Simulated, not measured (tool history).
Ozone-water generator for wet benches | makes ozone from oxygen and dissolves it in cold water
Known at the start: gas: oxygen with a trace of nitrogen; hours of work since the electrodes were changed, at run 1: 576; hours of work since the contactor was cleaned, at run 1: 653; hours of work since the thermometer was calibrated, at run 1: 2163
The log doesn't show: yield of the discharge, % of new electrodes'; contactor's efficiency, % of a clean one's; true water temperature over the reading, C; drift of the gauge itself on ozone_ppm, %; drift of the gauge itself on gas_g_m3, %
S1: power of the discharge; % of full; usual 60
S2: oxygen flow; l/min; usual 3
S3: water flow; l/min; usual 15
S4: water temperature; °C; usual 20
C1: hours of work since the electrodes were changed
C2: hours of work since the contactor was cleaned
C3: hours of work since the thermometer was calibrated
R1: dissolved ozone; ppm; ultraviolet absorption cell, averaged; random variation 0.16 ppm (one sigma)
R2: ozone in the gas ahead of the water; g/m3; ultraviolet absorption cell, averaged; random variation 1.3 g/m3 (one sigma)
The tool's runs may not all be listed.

run 1 hour=0 | S1=60 S2=3 S3=15 S4=20 | C1=576 C2=653 C3=2163 | R1=20.6 R2=240.6
run 2 hour=24 | S1=60 S2=3.26 S3=15 S4=20 | C1=595 C2=672 C3=2182 | R1=21.1 R2=233.9
run 3 hour=51.5 | S1=60 S2=3.26 S3=15 S4=20 | C1=617 C2=694 C3=2204 | R1=20.7 R2=231.8
run 4 hour=74.2 | S1=60 S2=3 S3=15 S4=24 | C1=635 C2=712 C3=2222 | R1=19.3 R2=242.5
run 5 hour=90 | S1=60 S2=3 S3=15 S4=24 | C1=648 C2=725 C3=2235 | R1=19.4 R2=243.2
run 6 hour=108.7 | S1=60 S2=3 S3=15 S4=24 | C1=662 C2=740 C3=2250 | R1=19.5 R2=240.6
run 7 hour=141 | S1=60 S2=3 S3=15 S4=24 | C1=688 C2=766 C3=2275 | R1=19.5 R2=242.2
run 8 hour=166 | S1=60 S2=3 S3=15 S4=20 | C1=708 C2=786 C3=2295 | R1=20.6 R2=243.1
run 9 hour=196 | S1=60 S2=3 S3=15 S4=23 | C1=732 C2=810 C3=2319 | R1=19.8 R2=238.4
run 10 hour=218.8 | S1=60 S2=3 S3=15 S4=23 | C1=750 C2=828 C3=2337 | R1=19.6 R2=241.6
run 11 hour=245.9 | S1=48 S2=4.31 S3=15 S4=20 | C1=772 C2=849 C3=2359 | R1=18.1 R2=174.8
run 12 hour=269.3 | S1=75 S2=4.49 S3=21 S4=26 | C1=791 C2=868 C3=2378 | R1=16.3 R2=222.9
run 13 hour=292.9 | S1=68 S2=3.08 S3=9 S4=13 | C1=810 C2=887 C3=2397 | R1=37 R2=256.3
run 14 hour=327.5 | S1=68 S2=3.08 S3=9 S4=13 | C1=837 C2=915 C3=2424 | R1=36.7 R2=254.4
run 15 hour=363.5 | S1=60 S2=1.79 S3=17 S4=19 | C1=866 C2=943 C3=2453 | R1=16.8 R2=311.8
run 16 hour=386.6 | S1=75 S2=3 S3=11 S4=20 | C1=884 C2=962 C3=2471 | R1=30.2 R2=276.3
run 17 hour=413 | S1=87 S2=3 S3=22 S4=20 | C1=905 C2=983 C3=2492 | R1=17.3 R2=299.8

Forecast each of these 4 alternatives for the next run:
run A hour=430 | S1=87 S2=3 S3=22 S4=13 | C1=919 C2=996 C3=2506 | R1=? R2=?
run B hour=430 | S1=60 S2=4.25 S3=15 S4=20 | C1=919 C2=996 C3=2506 | R1=? R2=?
run C hour=430 | S1=87 S2=3 S3=17 S4=20 | C1=919 C2=996 C3=2506 | R1=? R2=?
run D hour=430 | S1=60 S2=3.56 S3=15 S4=20 | C1=919 C2=996 C3=2506 | R1=? R2=?

run=A R1=18.8 R2=298.3
run=B R1=21 R2=203.8
run=C R1=22.5 R2=297.7
run=D R1=20.7 R2=221.7
Without the tool's hidden state the same runs would have given:
run=A R1=19.2 R2=301.3
run=B R1=21.4 R2=205.5
run=C R1=23 R2=300.7
run=D R1=21.1 R2=223.5
